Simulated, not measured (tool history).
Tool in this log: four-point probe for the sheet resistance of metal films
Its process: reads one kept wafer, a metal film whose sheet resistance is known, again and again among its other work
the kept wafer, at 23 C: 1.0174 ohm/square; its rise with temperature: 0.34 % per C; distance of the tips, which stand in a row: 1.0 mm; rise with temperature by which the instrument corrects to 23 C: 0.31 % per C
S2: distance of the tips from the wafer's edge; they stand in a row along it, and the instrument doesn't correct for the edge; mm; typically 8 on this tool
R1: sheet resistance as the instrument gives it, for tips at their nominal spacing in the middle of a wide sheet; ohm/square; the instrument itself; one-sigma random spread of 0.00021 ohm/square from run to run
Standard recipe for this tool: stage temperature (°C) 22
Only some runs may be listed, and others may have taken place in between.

Run 1, hour 0: usual settings. Result: R1 1.021188 ohm/square.
Run 2, hour 17.5: usual settings. Result: R1 1.021429 ohm/square.
Run 3, hour 31.6: usual settings. Result: R1 1.021444 ohm/square.
Run 4, hour 53: usual settings. Result: R1 1.021474 ohm/square.
At hour 54.8: stage's thermometer calibrated.
Run 5, hour 73.5: usual settings but S2 31 mm. Result: R1 1.012922 ohm/square.
At hour 86.5: stage's thermometer calibrated, once more.
Run 6, hour 96.3: usual settings but stage temperature (°C) 30. Result: R1 1.02428 ohm/square.
Run 7, hour 113: usual settings but stage temperature (°C) 34, S2 5 mm. Result: R1 1.038014 ohm/square.
Run 8, hour 133.2: usual settings but stage temperature (°C) 34, S2 5 mm. Result: R1 1.037966 ohm/square.
Run 9, hour 146.2: usual settings but stage temperature (°C) 26, S2 6 mm. Result: R1 1.029531 ohm/square.
Run 10, hour 158.5: usual settings but stage temperature (°C) 23. Result: R1 1.021797 ohm/square.
Run 11, hour 177.1: usual settings but stage temperature (°C) 23. Result: R1 1.022099 ohm/square.

Consider 3 possible next runs. They are alternatives, not a sequence: every one starts from the tool as it was left by run 11. What does each give?
Run A, hour 193.9: usual settings but stage temperature (°C) 27. Result: R1 ?.
Run B, hour 193.9: usual settings but stage temperature (°C) 19, S2 71 mm. Result: R1 ?.
Run C, hour 193.9: usual settings but stage temperature (°C) 32, S2 45 mm. Result: R1 ?.

run        R1
  A  1.022797
  B  1.012423
  C  1.015828
Had the tool no hidden state, the same runs would have come out as:
run        R1
  A  1.026746
  B  1.016343
  C  1.019746
